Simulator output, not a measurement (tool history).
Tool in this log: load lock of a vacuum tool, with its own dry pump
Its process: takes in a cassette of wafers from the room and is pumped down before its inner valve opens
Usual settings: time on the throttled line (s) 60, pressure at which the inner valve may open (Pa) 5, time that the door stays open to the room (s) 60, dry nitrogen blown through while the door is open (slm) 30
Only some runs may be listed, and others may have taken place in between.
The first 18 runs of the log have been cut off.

run	day	time on the throttled line (s)	pressure at which the inner valve may open (Pa)	time that the door stays open to the room (s)	dry nitrogen blown through while the door is open (slm)	hours that the pump has run since its overhaul	times that the door has closed on its seal	incoming humidity of the room's air, %	time from the closed door until the inner valve may open (s)	rise of the pressure with all valves shut (Pa/min)
19	60.721	60	5	122	30	11200	2768	40.7	163.3	0.013
20	64.454	60	5	122	30	11289	2904	49.1	163.3	0.015
21	67.046	87	5	34	35	11352	2998	42.9	186.8	0.007
22	69.317	104	5	34	4	11406	3081	45.7	196.7	0.020
23	74.171	119	5	34	4	11523	3257	43.5	207.1	0.019
24	76.962	119	5	34	4	11590	3359	44.8	207.1	0.015
25	80.675	60	5	43	33	11679	3494	46.0	161.4	0.008
26	83.742	117	5	112	30	11752	3606	45.6	204.7	0.016
27	87.838	46	4	60	30	11851	3755	46.7	154.7	0.010
28	91.633	37	5	67	18	11942	3893	42.3	144.3	0.013
29	93.908	60	5	43	30	11996	3976	44.1	162.4	0.006
30	97.188	72	5	60	30	12075	4095	44.2	171.8	0.002
31	101.488	60	8	108	13	12178	4252	43.7	156.6	0.024
32	106.121	62	7	93	26	12289	4420	46.4	158.9	0.016
33	110.242	60	7	60	30	12388	4570	45.1	157.4	0.011
34	112.200	48	9	76	34	12435	4641	46.2	145.9	0.013
35	115.138	106	9	76	34	12506	4748	45.4	190.0	0.009
36	117.112	106	9	76	34	12553	4820	46.5	187.8	0.006
37	119.783	45	6	125	9	12617	4917	43.7	147.8	0.027

What if the next run were any one of these 3? Each begins from the tool's condition after run 37:
A	124.512	45	8	125	5	12731	5090	43.2	?	?
B	124.512	73	5	115	30	12731	5090	42.8	?	?
C	124.512	37	6	125	8	12731	5090	45.9	?	?

run	time from the closed door until the inner valve may open (s)	rise of the pressure with all valves shut (Pa/min)
A	146.4	0.037
B	173.5	0.019
C	142.7	0.032
Without the tool's hidden state the same runs would have given:
run	time from the closed door until the inner valve may open (s)	rise of the pressure with all valves shut (Pa/min)
A	146.4	0.037
B	173.4	0.019
C	142.6	0.032
